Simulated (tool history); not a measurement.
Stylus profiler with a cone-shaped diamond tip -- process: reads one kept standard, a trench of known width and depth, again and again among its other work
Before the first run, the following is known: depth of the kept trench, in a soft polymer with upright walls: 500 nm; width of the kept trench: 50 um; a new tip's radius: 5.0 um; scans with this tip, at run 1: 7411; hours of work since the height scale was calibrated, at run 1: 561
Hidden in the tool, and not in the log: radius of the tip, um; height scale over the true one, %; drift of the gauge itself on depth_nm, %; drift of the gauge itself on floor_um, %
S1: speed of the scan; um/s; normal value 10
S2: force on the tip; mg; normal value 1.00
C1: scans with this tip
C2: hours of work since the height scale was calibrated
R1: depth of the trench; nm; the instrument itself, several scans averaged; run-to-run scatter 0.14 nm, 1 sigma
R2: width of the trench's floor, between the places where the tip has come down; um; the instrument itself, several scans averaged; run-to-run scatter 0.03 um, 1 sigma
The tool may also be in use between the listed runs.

Run 1, hour 0.0: usual settings; C1 7411; C2 561. Result: R1 503.43 nm, R2 43.14 um.
Run 2, hour 15.6: usual settings but S1 32 um/s; C1 7565; C2 573. Result: R1 503.66 nm, R2 42.94 um.
Run 3, hour 33.2: usual settings but S1 12 um/s; C1 7739; C2 586. Result: R1 503.17 nm, R2 42.99 um.
Run 4, hour 52.1: usual settings; C1 7927; C2 600. Result: R1 503.14 nm, R2 42.96 um.
Run 5, hour 76.3: usual settings but S1 7 um/s; C1 8167; C2 618. Result: R1 503.43 nm, R2 42.86 um.
Run 6, hour 103.3: usual settings but S1 28 um/s; C1 8435; C2 639. Result: R1 503.58 nm, R2 42.82 um.
Run 7, hour 120.9: usual settings but S2 0.38 mg; C1 8609; C2 652. Result: R1 502.39 nm, R2 42.74 um.
Run 8, hour 137.2: usual settings but S2 0.38 mg; C1 8771; C2 664. Result: R1 502.19 nm, R2 42.69 um.
Run 9, hour 157.3: usual settings; C1 8970; C2 679. Result: R1 503.41 nm, R2 42.68 um.
Run 10, hour 176.2: usual settings; C1 9157; C2 693. Result: R1 503.39 nm, R2 42.63 um.
Run 11, hour 203.2: usual settings but S2 0.46 mg; C1 9425; C2 714. Result: R1 502.46 nm, R2 42.55 um.
Run 12, hour 226.9: usual settings; C1 9660; C2 731. Result: R1 503.47 nm, R2 42.57 um.
Run 13, hour 253.0: usual settings but S1 32 um/s; C1 9919; C2 751. Result: R1 503.55 nm, R2 42.40 um.
Run 14, hour 278.6: usual settings but S1 32 um/s; C1 10172; C2 770. Result: R1 503.83 nm, R2 42.32 um.
Run 15, hour 294.4: usual settings; C1 10329; C2 782. Result: R1 503.90 nm, R2 42.38 um.
Run 16, hour 314.7: usual settings; C1 10530; C2 797. Result: R1 503.48 nm, R2 42.27 um.
At hour 317.4: height scale calibrated on a step standard.
Run 17, hour 330.5: usual settings; C1 10682; C2 10. Result: R1 504.24 nm, R2 42.24 um.
Run 18, hour 347.6: usual settings; C1 10852; C2 23. Result: R1 504.04 nm, R2 42.21 um.
Run 19, hour 362.9: usual settings; C1 11003; C2 34. Result: R1 504.45 nm, R2 42.18 um.
Run 20, hour 382.8: usual settings; C1 11200; C2 49. Result: R1 504.34 nm, R2 42.15 um.
Run 21, hour 402.3: usual settings; C1 11393; C2 64. Result: R1 504.57 nm, R2 42.10 um.
Run 22, hour 421.5: usual settings; C1 11584; C2 78. Result: R1 504.15 nm, R2 42.02 um.
Run 23, hour 439.0: usual settings; C1 11758; C2 91. Result: R1 504.32 nm, R2 41.96 um.
Run 24, hour 450.2: usual settings but S1 19 um/s, S2 1.01 mg; C1 11868; C2 100. Result: R1 504.34 nm, R2 41.91 um.
At hour 460.0: height scale calibrated on a step standard, once more.
Run 25, hour 464.1: usual settings but S1 6 um/s, S2 2.40 mg; C1 12001; C2 3. Result: R1 504.56 nm, R2 42.00 um.
Run 26, hour 488.0: usual settings but S1 6 um/s, S2 2.40 mg; C1 12238; C2 21. Result: R1 504.78 nm, R2 41.88 um.
Run 27, hour 508.7: usual settings but S2 0.49 mg; C1 12443; C2 37. Result: R1 501.85 nm, R2 41.79 um.
At hour 516.8: new tip fitted, height scale calibrated.
Run 28, hour 528.0: usual settings but S1 36 um/s; C1 111; C2 8. Result: R1 502.64 nm, R2 45.41 um.
Run 29, hour 553.8: usual settings but S1 36 um/s; C1 366; C2 28. Result: R1 502.66 nm, R2 45.29 um.
Run 30, hour 564.8: usual settings but S1 2 um/s, S2 0.95 mg; C1 475; C2 36. Result: R1 502.69 nm, R2 45.34 um.
Run 31, hour 586.3: usual settings but S1 4 um/s, S2 0.95 mg; C1 689; C2 52. Result: R1 502.52 nm, R2 45.35 um.
Run 32, hour 609.5: usual settings but S1 16 um/s, S2 0.39 mg; C1 919; C2 70. Result: R1 501.56 nm, R2 45.11 um.
Run 33, hour 631.9: usual settings but S1 23 um/s, S2 0.64 mg; C1 1141; C2 86. Result: R1 501.92 nm, R2 45.05 um.
Run 34, hour 649.0: usual settings but S1 23 um/s, S2 0.64 mg; C1 1310; C2 99. Result: R1 501.98 nm, R2 44.93 um.
Run 35, hour 666.0: usual settings but S1 23 um/s, S2 0.64 mg; C1 1478; C2 112. Result: R1 502.03 nm, R2 44.89 um.
Run 36, hour 677.3: usual settings but S1 23 um/s, S2 0.64 mg; C1 1591; C2 120. Result: R1 502.22 nm, R2 44.81 um.
Run 37, hour 694.2: usual settings but S1 4 um/s, S2 2.58 mg; C1 1758; C2 133. Result: R1 504.81 nm, R2 44.89 um.
Run 38, hour 718.6: usual settings but S1 4 um/s, S2 2.58 mg; C1 2000; C2 151. Result: R1 504.89 nm, R2 44.77 um.
Run 39, hour 733.5: usual settings but S1 4 um/s, S2 2.58 mg; C1 2148; C2 163. Result: R1 505.01 nm, R2 44.79 um.
Run 40, hour 745.7: usual settings but S1 40 um/s, S2 1.02 mg; C1 2269; C2 172. Result: R1 502.69 nm, R2 44.61 um.
Run 41, hour 769.9: usual settings but S1 3 um/s, S2 2.13 mg; C1 2509; C2 190. Result: R1 504.23 nm, R2 44.61 um.
Run 42, hour 795.6: usual settings but S1 5 um/s, S2 0.35 mg; C1 2763; C2 209. Result: R1 501.48 nm, R2 44.48 um.
Run 43, hour 819.7: usual settings but S1 37 um/s, S2 0.45 mg; C1 3003; C2 227. Result: R1 501.87 nm, R2 44.20 um.
Run 44, hour 832.9: usual settings but S1 37 um/s, S2 0.45 mg; C1 3133; C2 237. Result: R1 501.63 nm, R2 44.19 um.
Run 45, hour 854.4: usual settings but S2 2.43 mg; C1 3346; C2 253. Result: R1 505.03 nm, R2 44.29 um.
Run 46, hour 880.6: usual settings but S2 0.76 mg; C1 3606; C2 273. Result: R1 502.47 nm, R2 44.20 um.

Consider 3 possible next runs. They are alternatives, not a sequence: every one starts from the tool as it was left by run 46. What does each give?
Run A, hour 898.6: usual settings but S1 15 um/s, S2 2.94 mg; C1 3784; C2 287. Result: R1 ?, R2 ?.
Run B, hour 898.6: usual settings but S1 3 um/s, S2 0.41 mg; C1 3784; C2 287. Result: R1 ?, R2 ?.
Run C, hour 898.6: usual settings but S1 14 um/s, S2 2.42 mg; C1 3784; C2 287. Result: R1 ?, R2 ?.

run      R1     R2
  A  505.61  44.18
  B  501.45  44.14
  C  505.08  44.11
Without the tool's unlogged condition, the same runs would have read:
run      R1     R2
  A  505.38  45.62
  B  501.22  45.59
  C  504.85  45.56

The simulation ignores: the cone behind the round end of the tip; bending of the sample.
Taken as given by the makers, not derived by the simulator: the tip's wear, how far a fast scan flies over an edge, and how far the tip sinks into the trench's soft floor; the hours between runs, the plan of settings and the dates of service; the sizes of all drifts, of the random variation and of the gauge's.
